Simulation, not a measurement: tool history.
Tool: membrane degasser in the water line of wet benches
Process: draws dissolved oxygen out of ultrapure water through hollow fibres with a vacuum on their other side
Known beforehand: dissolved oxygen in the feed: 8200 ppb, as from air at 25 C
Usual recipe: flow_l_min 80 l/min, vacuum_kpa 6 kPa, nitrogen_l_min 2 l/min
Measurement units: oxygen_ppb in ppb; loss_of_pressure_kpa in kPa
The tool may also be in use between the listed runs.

| run | hour | flow_l_min | vacuum_kpa | nitrogen_l_min | oxygen_ppb | loss_of_pressure_kpa |
|---|---|---|---|---|---|---|
| 1 | 0 | 80 | 6 | 2 | 234.5 | 65.54 |
| 2 | 61 | 80 | 6 | 2 | 234.3 | 65.83 |
| 3 | 146.6 | 80 | 6 | 2 | 240.7 | 65.6 |
| 4 | 237.3 | 80 | 6 | 2 | 242.1 | 65.75 |
| 5 | 304.8 | 80 | 6 | 2 | 239.7 | 65.72 |
| 6 | 401.4 | 80 | 6 | 2 | 241.1 | 66.16 |
| 7 | 484 | 80 | 6 | 2 | 244.7 | 65.85 |
|  | 564.5 | seals of the vacuum lines changed |
| 8 | 611.9 | 80 | 6 | 2 | 239.9 | 66.52 |
| 9 | 668.4 | 80 | 6 | 2 | 241.1 | 66.19 |
| 10 | 791.1 | 80 | 6 | 2 | 239.3 | 66.45 |
| 11 | 876.8 | 80 | 8.98 | 2 | 460.3 | 66.43 |
| 12 | 949.7 | 80 | 8.98 | 2 | 462.8 | 66.4 |
| 13 | 1011.6 | 80 | 8.98 | 2 | 465.5 | 66.32 |
| 14 | 1079.6 | 80 | 3.76 | 1.11 | 96 | 66.43 |
| 15 | 1174.4 | 80 | 5.54 | 2 | 207.1 | 66.73 |
| 16 | 1250 | 51 | 6.82 | 2 | 207.7 | 42.7 |
| 17 | 1324.3 | 51 | 6.82 | 2 | 208.2 | 42.36 |
| 18 | 1439.4 | 64 | 6.45 | 4.56 | 118.4 | 53.39 |
| 19 | 1544.7 | 63 | 3.74 | 4.39 | 32.2 | 52.48 |
| 20 | 1670.1 | 63 | 3.74 | 4.39 | 32 | 52.79 |
| 21 | 1756.8 | 63 | 3.74 | 4.39 | 33.2 | 53.19 |
| 22 | 1827.6 | 49 | 6 | 1.11 | 251.1 | 41.06 |
| 23 | 1895.1 | 76 | 6 | 3.78 | 145.7 | 63.78 |
| 24 | 2021 | 121 | 4.16 | 3.78 | 109.3 | 101.88 |
| 25 | 2131 | 121 | 4.16 | 5.58 | 89.7 | 102.01 |
| 26 | 2204.1 | 80 | 8.05 | 2 | 396.9 | 67.59 |

What if the next run were any one of these 4? Each begins from the tool's condition after run 26:
| A | 2290.4 | 80 | 8.05 | 1.96 | ? | ? |
| B | 2290.4 | 80 | 6 | 2.1 | ? | ? |
| C | 2290.4 | 80 | 9.08 | 5.46 | ? | ? |
| D | 2290.4 | 80 | 5.71 | 5.46 | ? | ? |

| run | oxygen_ppb | loss_of_pressure_kpa |
|---|---|---|
| A | 407.4 | 67.63 |
| B | 240.8 | 67.66 |
| C | 213.1 | 67.13 |
| D | 107.9 | 67.33 |
The same runs, with their run-to-run variation unchanged, on a tool lacking any hidden condition would have given:
| run | oxygen_ppb | loss_of_pressure_kpa |
|---|---|---|
| A | 391.3 | 62.03 |
| B | 224.4 | 62.06 |
| C | 201.4 | 61.54 |
| D | 95.8 | 61.73 |
